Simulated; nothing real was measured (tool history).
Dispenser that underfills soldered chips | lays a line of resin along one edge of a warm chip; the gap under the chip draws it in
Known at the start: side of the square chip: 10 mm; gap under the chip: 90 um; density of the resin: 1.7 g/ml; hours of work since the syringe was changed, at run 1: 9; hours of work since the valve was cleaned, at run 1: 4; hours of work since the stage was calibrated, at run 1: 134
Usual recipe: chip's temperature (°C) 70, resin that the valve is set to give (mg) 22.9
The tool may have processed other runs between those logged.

run	hour	chip's temperature (°C)	resin that the valve is set to give (mg)	hours of work since the syringe was changed	hours of work since the valve was cleaned	hours of work since the stage was calibrated	time until the resin shows at the far edge (s)	resin that the valve gave (mg)
1	0.0	70	22.9	9	4	134	142.4	22.87
# hour 3.4: new syringe of resin
2	5.9	70	22.9	2	8	138	76.9	22.82
3	8.9	70	22.9	4	10	140	91.3	22.83
4	14.5	70	22.9	8	14	144	131.5	22.59
5	17.1	70	20.3	10	16	146	158.7	19.98
# hour 19.2: new syringe of resin
6	23.2	70	20.3	3	20	150	85.0	19.94
7	27.3	70	20.3	6	23	153	109.8	19.68
8	32.5	70	20.3	10	27	157	153.1	19.96
# hour 34.9: new syringe of resin
9	37.1	84	20.4	2	30	160	40.6	19.86
10	40.7	68	22.9	4	33	163	102.4	22.21
11	44.6	68	22.9	7	36	166	133.0	22.20
12	50.1	63	24.3	11	40	170	236.6	23.47
# hour 50.9: new syringe of resin
13	55.6	63	24.3	3	43	173	121.2	23.44
14	58.8	83	21.8	6	46	176	60.1	20.88
15	63.0	56	22.9	9	49	179	285.7	21.94
# hour 66.6: new syringe of resin
16	67.2	72	21.3	0	52	182	61.5	20.27

Predict each of these 5 candidate next runs independently; none follows another, all start after run 16:
A	70.1	73	21.3	3	54	184	?	?
B	70.1	75	25.8	3	54	184	?	?
C	70.1	60	29.6	3	54	184	?	?
D	70.1	70	26.0	3	54	184	?	?
E	70.1	57	21.3	3	54	184	?	?

run	time until the resin shows at the far edge (s)	resin that the valve gave (mg)
A	69.7	20.34
B	62.2	24.68
C	126.3	28.31
D	77.0	24.78
E	152.2	20.32
Without the tool's hidden state the same runs would have given:
run	time until the resin shows at the far edge (s)	resin that the valve gave (mg)
A	54.3	21.32
B	48.9	25.87
C	99.4	29.67
D	60.5	25.98
E	118.6	21.30
